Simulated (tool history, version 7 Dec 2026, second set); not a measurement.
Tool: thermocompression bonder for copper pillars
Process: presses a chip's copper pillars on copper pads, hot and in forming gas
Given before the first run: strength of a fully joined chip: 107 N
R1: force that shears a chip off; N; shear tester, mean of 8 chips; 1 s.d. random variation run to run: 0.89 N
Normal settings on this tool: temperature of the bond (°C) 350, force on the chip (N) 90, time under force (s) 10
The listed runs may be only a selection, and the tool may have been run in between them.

Run 1, day 0: usual settings. Result: R1 63.2 N.
Run 2, day 0.496: usual settings. Result: R1 63.5 N.
At day 0.592: forming gas filter changed.
Run 3, day 1.067: usual settings but time under force (s) 19. Result: R1 83.3 N.
Run 4, day 1.717: usual settings but time under force (s) 19. Result: R1 81.8 N.
Run 5, day 2.371: usual settings but time under force (s) 19. Result: R1 82.5 N.
Run 6, day 2.8: usual settings but force on the chip (N) 122, time under force (s) 19. Result: R1 92.9 N.
Run 7, day 3.479: usual settings but force on the chip (N) 122, time under force (s) 19. Result: R1 91.1 N.
Run 8, day 4.112: usual settings but force on the chip (N) 122, time under force (s) 19. Result: R1 92.3 N.
Run 9, day 4.596: usual settings but force on the chip (N) 122. Result: R1 79.9 N.
Run 10, day 5.229: usual settings. Result: R1 69 N.
Run 11, day 5.596: usual settings. Result: R1 67.7 N.
Run 12, day 6.117: usual settings. Result: R1 68.9 N.
Run 13, day 6.521: usual settings. Result: R1 68.5 N.
Run 14, day 7.025: usual settings but temperature of the bond (°C) 323. Result: R1 54 N.
Run 15, day 7.5: usual settings but temperature of the bond (°C) 323. Result: R1 52.8 N.
Run 16, day 8.088: usual settings but temperature of the bond (°C) 323. Result: R1 53.9 N.
Run 17, day 8.775: usual settings but temperature of the bond (°C) 323. Result: R1 54.4 N.
Run 18, day 9.258: usual settings but temperature of the bond (°C) 323. Result: R1 52.4 N.
Run 19, day 9.871: usual settings but temperature of the bond (°C) 323. Result: R1 53.8 N.
Run 20, day 10.371: usual settings but temperature of the bond (°C) 323. Result: R1 54 N.
Run 21, day 11.033: usual settings but temperature of the bond (°C) 349, force on the chip (N) 116, time under force (s) 11. Result: R1 76.4 N.
Run 22, day 11.367: usual settings but force on the chip (N) 111, time under force (s) 11. Result: R1 75 N.
Run 23, day 11.771: usual settings but temperature of the bond (°C) 377, force on the chip (N) 61. Result: R1 63.6 N.
Run 24, day 12.121: usual settings but temperature of the bond (°C) 323, force on the chip (N) 79, time under force (s) 19. Result: R1 58.7 N.
Run 25, day 12.746: usual settings but temperature of the bond (°C) 323, force on the chip (N) 79, time under force (s) 19. Result: R1 60.6 N.
Run 26, day 13.446: usual settings but temperature of the bond (°C) 323, force on the chip (N) 79, time under force (s) 19. Result: R1 59.2 N.
Run 27, day 13.754: usual settings but temperature of the bond (°C) 354, time under force (s) 8. Result: R1 62.6 N.
Run 28, day 14.229: usual settings but temperature of the bond (°C) 354, time under force (s) 8. Result: R1 63.3 N.
Run 29, day 14.512: usual settings but temperature of the bond (°C) 354, time under force (s) 8. Result: R1 63.5 N.
Run 30, day 15.029: usual settings but temperature of the bond (°C) 354, time under force (s) 8. Result: R1 63.2 N.
Run 31, day 15.433: usual settings but temperature of the bond (°C) 354, force on the chip (N) 68, time under force (s) 6. Result: R1 48 N.
Run 32, day 16.1: usual settings but temperature of the bond (°C) 320, force on the chip (N) 103. Result: R1 53.9 N.
Run 33, day 16.521: usual settings but temperature of the bond (°C) 343, force on the chip (N) 74, time under force (s) 17. Result: R1 64.4 N.
Run 34, day 16.888: usual settings but temperature of the bond (°C) 371, force on the chip (N) 129, time under force (s) 6. Result: R1 77.2 N.
Run 35, day 17.371: usual settings but temperature of the bond (°C) 371, force on the chip (N) 129, time under force (s) 6. Result: R1 75.5 N.
Run 36, day 17.667: usual settings but force on the chip (N) 81. Result: R1 61.1 N.
Run 37, day 18.138: usual settings but temperature of the bond (°C) 373, time under force (s) 12. Result: R1 75.5 N.

Each row is a separate what-if for the run after 37, all from the same tool condition, not one after another. Results?
Run A, day 18.712: usual settings but time under force (s) 7. Result: R1 ?.
Run B, day 18.712: usual settings but temperature of the bond (°C) 377, time under force (s) 12. Result: R1 ?.
Run C, day 18.712: usual settings but temperature of the bond (°C) 330, force on the chip (N) 64. Result: R1 ?.
Run D, day 18.712: usual settings but temperature of the bond (°C) 362, time under force (s) 12. Result: R1 ?.
Run E, day 18.712: usual settings but force on the chip (N) 81. Result: R1 ?.

run    R1
  A  56.5
  B    78
  C  42.7
  D  71.4
  E  58.3
The same runs, with their run-to-run variation unchanged, on a tool lacking any hidden condition would have given:
run    R1
  A  66.8
  B  89.4
  C  51.3
  D  82.6
  E  68.7

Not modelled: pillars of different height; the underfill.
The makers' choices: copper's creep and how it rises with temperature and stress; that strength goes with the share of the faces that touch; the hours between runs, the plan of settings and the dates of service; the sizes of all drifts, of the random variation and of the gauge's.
